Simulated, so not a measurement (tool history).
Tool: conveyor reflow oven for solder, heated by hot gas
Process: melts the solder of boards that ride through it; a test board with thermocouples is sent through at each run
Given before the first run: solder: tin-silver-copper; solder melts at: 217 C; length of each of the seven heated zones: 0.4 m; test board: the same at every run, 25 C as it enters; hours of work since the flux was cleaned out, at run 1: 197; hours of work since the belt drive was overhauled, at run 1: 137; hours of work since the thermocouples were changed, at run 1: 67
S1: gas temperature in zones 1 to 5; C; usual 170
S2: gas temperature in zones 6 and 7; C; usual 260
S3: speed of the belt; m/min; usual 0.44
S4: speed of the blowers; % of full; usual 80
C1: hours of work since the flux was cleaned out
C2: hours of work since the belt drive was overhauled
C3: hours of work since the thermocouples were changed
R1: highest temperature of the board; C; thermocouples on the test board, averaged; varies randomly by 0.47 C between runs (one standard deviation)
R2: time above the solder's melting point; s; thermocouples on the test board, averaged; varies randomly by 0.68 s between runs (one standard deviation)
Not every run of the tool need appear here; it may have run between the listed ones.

run 1 hour=0 | S1=170 S2=260 S3=0.44 S4=80 | C1=197 C2=137 C3=67 | R1=246.6 R2=75.1
run 2 hour=8.5 | S1=170 S2=260 S3=0.44 S4=80 | C1=201 C2=141 C3=71 | R1=245.6 R2=74.4
run 3 hour=19.6 | S1=170 S2=260 S3=0.44 S4=80 | C1=206 C2=146 C3=76 | R1=245.5 R2=74.3
run 4 hour=28.6 | S1=170 S2=260 S3=0.367 S4=80 | C1=211 C2=151 C3=81 | R1=251.2 R2=97.6
run 5 hour=38.7 | S1=170 S2=260 S3=0.367 S4=80 | C1=216 C2=156 C3=86 | R1=249.9 R2=98.3
run 6 hour=52.7 | S1=170 S2=260 S3=0.367 S4=80 | C1=223 C2=163 C3=93 | R1=250.7 R2=97.6
run 7 hour=67.5 | S1=170 S2=260 S3=0.367 S4=80 | C1=230 C2=170 C3=100 | R1=250.9 R2=98.1
-- hour=76.9 flux residue cleaned out of gas plates and filters
run 8 hour=78.9 | S1=183 S2=260 S3=0.367 S4=80 | C1=1 C2=173 C3=103 | R1=253.1 R2=110.2
run 9 hour=86.1 | S1=183 S2=260 S3=0.367 S4=80 | C1=5 C2=177 C3=107 | R1=252.2 R2=109.8
run 10 hour=93.8 | S1=170 S2=258 S3=0.44 S4=80 | C1=8 C2=181 C3=111 | R1=246.3 R2=74.8
run 11 hour=103.8 | S1=170 S2=258 S3=0.44 S4=80 | C1=13 C2=186 C3=116 | R1=245.5 R2=74.9
run 12 hour=110.1 | S1=170 S2=258 S3=0.44 S4=80 | C1=16 C2=189 C3=119 | R1=246.4 R2=74
run 13 hour=124.1 | S1=170 S2=258 S3=0.44 S4=80 | C1=23 C2=196 C3=126 | R1=245.5 R2=74.6
run 14 hour=132.5 | S1=170 S2=264 S3=0.44 S4=80 | C1=28 C2=200 C3=130 | R1=251.2 R2=80.3
-- hour=137.3 belt drive overhauled, speed set with a stopwatch
run 15 hour=147.3 | S1=170 S2=264 S3=0.44 S4=80 | C1=33 C2=5 C3=135 | R1=251.1 R2=79.9
run 16 hour=160 | S1=170 S2=264 S3=0.44 S4=80 | C1=39 C2=11 C3=142 | R1=250.4 R2=80.9
run 17 hour=172.5 | S1=171 S2=260 S3=0.44 S4=80 | C1=45 C2=17 C3=148 | R1=248.8 R2=77.2
run 18 hour=187.2 | S1=170 S2=248 S3=0.353 S4=80 | C1=53 C2=25 C3=155 | R1=241.1 R2=91.4
-- hour=193.7 belt drive overhauled, speed set with a stopwatch, once more
run 19 hour=204.7 | S1=164 S2=266 S3=0.409 S4=79 | C1=59 C2=5 C3=162 | R1=254.3 R2=87.5
run 20 hour=215.6 | S1=164 S2=266 S3=0.409 S4=79 | C1=65 C2=11 C3=167 | R1=253.4 R2=85.6
run 21 hour=229.3 | S1=170 S2=253 S3=0.44 S4=69 | C1=72 C2=18 C3=174 | R1=240.2 R2=65.3
run 22 hour=237.1 | S1=165 S2=262 S3=0.44 S4=59 | C1=75 C2=22 C3=178 | R1=245.6 R2=68.9
run 23 hour=248.8 | S1=167 S2=253 S3=0.411 S4=82 | C1=81 C2=27 C3=184 | R1=242.3 R2=75.7
run 24 hour=259.7 | S1=167 S2=253 S3=0.411 S4=82 | C1=87 C2=33 C3=189 | R1=241.3 R2=75.5
run 25 hour=274 | S1=167 S2=260 S3=0.44 S4=86 | C1=94 C2=40 C3=196 | R1=247.2 R2=74.6
run 26 hour=282.1 | S1=167 S2=260 S3=0.44 S4=86 | C1=98 C2=44 C3=200 | R1=247.8 R2=73.1
run 27 hour=295.3 | S1=161 S2=275 S3=0.446 S4=73 | C1=104 C2=50 C3=207 | R1=258.3 R2=79.2
run 28 hour=306 | S1=181 S2=265 S3=0.487 S4=55 | C1=110 C2=56 C3=212 | R1=246.6 R2=70.5
run 29 hour=315.7 | S1=171 S2=256 S3=0.391 S4=80 | C1=114 C2=60 C3=217 | R1=247.3 R2=87.5
run 30 hour=322.5 | S1=171 S2=256 S3=0.354 S4=80 | C1=118 C2=64 C3=220 | R1=249 R2=101.1

How the hidden state differs across the entries between the runs, from the last listed run before each to the first after it:
In the gap between runs 7 and 8: flux residue cleaned out of gas plates and filters (hour 76.9)
  heat that the gas passes to the board, % of a clean oven's: 92.3 -> 99.3; belt's true speed, % of the reading: 99.53 -> 99.52; true gas temperature in zones 6 and 7 over the reading, C: 0.34 -> 0.35
  what was measured, less what the result would be without the hidden state, R1: -0.8 -> +0.3 C; R2: -1.4 -> +0.9 s
In the gap between runs 14 and 15: belt drive overhauled, speed set with a stopwatch (hour 137.3)
  heat that the gas passes to the board, % of a clean oven's: 98.5 -> 98.4; belt's true speed, % of the reading: 99.45 -> 99.25; true gas temperature in zones 6 and 7 over the reading, C: 0.44 -> 0.46
  what was measured, less what the result would be without the hidden state, R1: +0.2 -> +0.3 C; R2: +0.5 -> +0.8 s
In the gap between runs 18 and 19: belt drive overhauled, speed set with a stopwatch, once more (hour 193.7)
  heat that the gas passes to the board, % of a clean oven's: 97.8 -> 97.6; belt's true speed, % of the reading: 99.2 -> 99.98; true gas temperature in zones 6 and 7 over the reading, C: 0.53 -> 0.55
  what was measured, less what the result would be without the hidden state, R1: +0.3 -> +0 C; R2: +1 -> -0.2 s
